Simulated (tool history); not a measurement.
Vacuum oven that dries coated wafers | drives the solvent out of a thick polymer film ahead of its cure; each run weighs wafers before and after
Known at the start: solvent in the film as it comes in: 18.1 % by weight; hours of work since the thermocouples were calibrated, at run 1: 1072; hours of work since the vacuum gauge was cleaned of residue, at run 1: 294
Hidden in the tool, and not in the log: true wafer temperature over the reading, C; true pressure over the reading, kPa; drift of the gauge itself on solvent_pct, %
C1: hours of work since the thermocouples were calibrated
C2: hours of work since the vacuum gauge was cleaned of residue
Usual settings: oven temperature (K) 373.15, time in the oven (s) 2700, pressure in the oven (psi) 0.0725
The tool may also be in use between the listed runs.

Run 1, hour 0.0: usual settings; C1 1072; C2 294. Result: solvent left in the film (%) 0.800.
Run 2, hour 10.3: usual settings but pressure in the oven (psi) 0.0519; C1 1077; C2 299. Result: solvent left in the film (%) 0.746.
Run 3, hour 32.2: usual settings; C1 1088; C2 310. Result: solvent left in the film (%) 0.800.
Run 4, hour 55.4: usual settings; C1 1100; C2 321. Result: solvent left in the film (%) 0.796.
Run 5, hour 75.4: usual settings; C1 1110; C2 332. Result: solvent left in the film (%) 0.806.
Run 6, hour 87.7: usual settings; C1 1116; C2 338. Result: solvent left in the film (%) 0.798.
Run 7, hour 108.4: usual settings but time in the oven (s) 4140, pressure in the oven (psi) 0.1024; C1 1127; C2 348. Result: solvent left in the film (%) 0.450.
Run 8, hour 132.3: usual settings but oven temperature (K) 361.15; C1 1139; C2 360. Result: solvent left in the film (%) 3.468.
Run 9, hour 142.3: usual settings but oven temperature (K) 361.15; C1 1144; C2 365. Result: solvent left in the film (%) 3.457.
Run 10, hour 152.3: usual settings but oven temperature (K) 361.15; C1 1149; C2 370. Result: solvent left in the film (%) 3.483.
Run 11, hour 162.0: usual settings but oven temperature (K) 361.15; C1 1154; C2 375. Result: solvent left in the film (%) 3.472.

Hidden state or all else? Some run-to-run changes of solvent left in the film (%), split into what the settings, what came in and random variation would give without the hidden state, and what is left for the hidden state (with any gauge scatter that isn't in both results):
Run 7 -> 8: oven temperature (K) 373.15 -> 361.15, time in the oven (s) 4140 -> 2700, pressure in the oven (psi) 0.1024 -> 0.0725. solvent left in the film (%) +3.018: hidden state -0.661, all else +3.679.
